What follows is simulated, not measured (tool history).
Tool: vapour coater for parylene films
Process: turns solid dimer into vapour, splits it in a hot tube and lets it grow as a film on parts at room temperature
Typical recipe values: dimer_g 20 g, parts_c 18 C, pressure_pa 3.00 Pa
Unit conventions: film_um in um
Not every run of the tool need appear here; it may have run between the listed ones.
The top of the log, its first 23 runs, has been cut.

Run 24, hour 1008.7: usual settings but pressure_pa 3.68 Pa. Result: film_um 12.54 um.
At hour 1058.8: table's thermometer calibrated.
Run 25, hour 1061.9: usual settings but dimer_g 24 g, parts_c 11 C, pressure_pa 5.61 Pa. Result: film_um 16.32 um.
Run 26, hour 1111.9: usual settings but dimer_g 16 g, parts_c 19 C, pressure_pa 2.71 Pa. Result: film_um 10.09 um.
At hour 1136.9: trap's valve overhauled.
Run 27, hour 1167.3: usual settings but dimer_g 16 g, parts_c 19 C, pressure_pa 2.71 Pa. Result: film_um 10.82 um.
Run 28, hour 1210.7: usual settings but dimer_g 16 g, parts_c 19 C, pressure_pa 2.71 Pa. Result: film_um 10.65 um.
Run 29, hour 1258.2: usual settings but dimer_g 16 g, parts_c 19 C, pressure_pa 2.71 Pa. Result: film_um 10.73 um.
Run 30, hour 1295.3: usual settings but dimer_g 16 g, parts_c 19 C, pressure_pa 2.71 Pa. Result: film_um 10.71 um.
Run 31, hour 1356.5: usual settings but dimer_g 8 g, parts_c 17 C, pressure_pa 8.88 Pa. Result: film_um 4.34 um.
Run 32, hour 1393.1: usual settings but dimer_g 8 g, parts_c 17 C, pressure_pa 8.88 Pa. Result: film_um 4.32 um.
Run 33, hour 1455.1: usual settings but dimer_g 8 g, parts_c 17 C, pressure_pa 8.88 Pa. Result: film_um 4.33 um.
Run 34, hour 1481.7: usual settings but dimer_g 15 g, pressure_pa 7.97 Pa. Result: film_um 8.03 um.
Run 35, hour 1544.5: usual settings but dimer_g 11 g, pressure_pa 2.08 Pa. Result: film_um 7.74 um.
Run 36, hour 1582.5: usual settings but dimer_g 11 g, pressure_pa 2.08 Pa. Result: film_um 7.75 um.
Run 37, hour 1630.1: usual settings but dimer_g 11 g, pressure_pa 11.04 Pa. Result: film_um 5.56 um.
Run 38, hour 1674.9: usual settings but dimer_g 15 g, pressure_pa 5.74 Pa. Result: film_um 8.57 um.
Run 39, hour 1702.8: usual settings but dimer_g 15 g, parts_c 11 C, pressure_pa 3.55 Pa. Result: film_um 11.08 um.
Run 40, hour 1734.2: usual settings but dimer_g 15 g, parts_c 11 C, pressure_pa 3.55 Pa. Result: film_um 10.95 um.
Run 41, hour 1791.1: usual settings but dimer_g 11 g. Result: film_um 7.18 um.
Run 42, hour 1827.3: usual settings but dimer_g 30 g, parts_c 14 C, pressure_pa 2.84 Pa. Result: film_um 21.49 um.
Run 43, hour 1856.7: usual settings but dimer_g 19 g, parts_c 30 C, pressure_pa 9.17 Pa. Result: film_um 7.26 um.
Run 44, hour 1890.6: usual settings but parts_c 16 C, pressure_pa 2.75 Pa. Result: film_um 13.69 um.

4 options for the next run, each taken on its own from the tool as it stands now. Forecast them:
At hour 1922.3: trap's valve overhauled.
Run A, hour 1925.4: usual settings but parts_c 26 C, pressure_pa 2.47 Pa. Result: film_um ?.
At hour 1922.3: trap's valve overhauled.
Run B, hour 1925.4: usual settings but parts_c 16 C, pressure_pa 4.51 Pa. Result: film_um ?.
At hour 1922.3: trap's valve overhauled.
Run C, hour 1925.4: usual settings but dimer_g 19 g, pressure_pa 3.33 Pa. Result: film_um ?.
At hour 1922.3: trap's valve overhauled.
Run D, hour 1925.4: usual settings but pressure_pa 4.77 Pa. Result: film_um ?.

run  film_um
  A    11.49
  B    13.19
  C    12.58
  D    12.30
With the hidden condition removed and each run's random variation left untouched, the same runs would have given:
run  film_um
  A    11.46
  B    13.16
  C    12.55
  D    12.27

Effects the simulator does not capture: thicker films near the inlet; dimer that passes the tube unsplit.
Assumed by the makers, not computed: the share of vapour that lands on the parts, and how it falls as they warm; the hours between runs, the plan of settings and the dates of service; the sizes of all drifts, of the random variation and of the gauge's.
